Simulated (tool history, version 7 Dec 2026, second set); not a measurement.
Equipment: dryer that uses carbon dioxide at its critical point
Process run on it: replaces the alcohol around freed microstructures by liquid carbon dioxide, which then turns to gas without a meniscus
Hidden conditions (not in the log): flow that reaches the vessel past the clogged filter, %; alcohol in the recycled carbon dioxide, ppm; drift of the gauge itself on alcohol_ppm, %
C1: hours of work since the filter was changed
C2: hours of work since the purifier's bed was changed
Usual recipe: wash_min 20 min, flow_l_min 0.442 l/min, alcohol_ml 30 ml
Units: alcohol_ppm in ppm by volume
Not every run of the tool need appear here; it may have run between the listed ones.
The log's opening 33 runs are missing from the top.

Run 34, hour 358.4: usual settings but wash_min 31 min, flow_l_min 0.612 l/min, alcohol_ml 35 ml; C1 94; C2 547. Result: alcohol_ppm 114 ppm by volume.
Run 35, hour 372.9: usual settings but wash_min 12 min, flow_l_min 0.316 l/min, alcohol_ml 24 ml; C1 103; C2 555. Result: alcohol_ppm 1102 ppm by volume.
Run 36, hour 387.9: usual settings but wash_min 17 min, flow_l_min 0.348 l/min, alcohol_ml 51 ml; C1 111; C2 563. Result: alcohol_ppm 472 ppm by volume.
Run 37, hour 395.9: usual settings but alcohol_ml 56 ml; C1 116; C2 568. Result: alcohol_ppm 156 ppm by volume.
Run 38, hour 405.4: usual settings but alcohol_ml 56 ml; C1 121; C2 573. Result: alcohol_ppm 167 ppm by volume.
Run 39, hour 413.9: usual settings but wash_min 27 min, alcohol_ml 79 ml; C1 126; C2 578. Result: alcohol_ppm 135 ppm by volume.
Run 40, hour 426.1: usual settings but wash_min 27 min, alcohol_ml 79 ml; C1 132; C2 585. Result: alcohol_ppm 126 ppm by volume.
Run 41, hour 440.8: usual settings but wash_min 24 min, flow_l_min 0.516 l/min, alcohol_ml 33 ml; C1 141; C2 593. Result: alcohol_ppm 138 ppm by volume.
Run 42, hour 448.3: usual settings but wash_min 13 min, flow_l_min 0.610 l/min, alcohol_ml 62 ml; C1 145; C2 597. Result: alcohol_ppm 215 ppm by volume.
Run 43, hour 456.0: usual settings but wash_min 18 min, flow_l_min 0.708 l/min, alcohol_ml 25 ml; C1 149; C2 602. Result: alcohol_ppm 128 ppm by volume.
At hour 460.5: inlet filter changed.
Run 44, hour 467.0: usual settings but wash_min 29 min, flow_l_min 0.708 l/min, alcohol_ml 25 ml; C1 4; C2 607. Result: alcohol_ppm 138 ppm by volume.
Run 45, hour 480.0: usual settings but wash_min 29 min, flow_l_min 0.708 l/min, alcohol_ml 25 ml; C1 11; C2 615. Result: alcohol_ppm 136 ppm by volume.
Run 46, hour 490.2: usual settings but wash_min 26 min, flow_l_min 0.669 l/min; C1 17; C2 620. Result: alcohol_ppm 135 ppm by volume.
Run 47, hour 497.4: usual settings but wash_min 31 min, flow_l_min 0.492 l/min, alcohol_ml 41 ml; C1 21; C2 624. Result: alcohol_ppm 144 ppm by volume.

What if the next run were any one of these 4? Each begins from the tool's condition after run 47:
Run A, hour 511.4: usual settings but wash_min 13 min, flow_l_min 0.449 l/min, alcohol_ml 82 ml; C1 29; C2 632. Result: alcohol_ppm ?.
Run B, hour 511.4: usual settings but wash_min 14 min, flow_l_min 0.387 l/min, alcohol_ml 21 ml; C1 29; C2 632. Result: alcohol_ppm ?.
Run C, hour 511.4: usual settings but wash_min 16 min, flow_l_min 0.332 l/min, alcohol_ml 22 ml; C1 29; C2 632. Result: alcohol_ppm ?.
Run D, hour 511.4: usual settings but wash_min 15 min; C1 29; C2 632. Result: alcohol_ppm ?.

run  alcohol_ppm
  A          506
  B          281
  C          316
  D          208
Stripped of hidden state, with their random variation kept, the same runs would have yielded:
run  alcohol_ppm
  A          316
  B          127
  C          158
  D           62
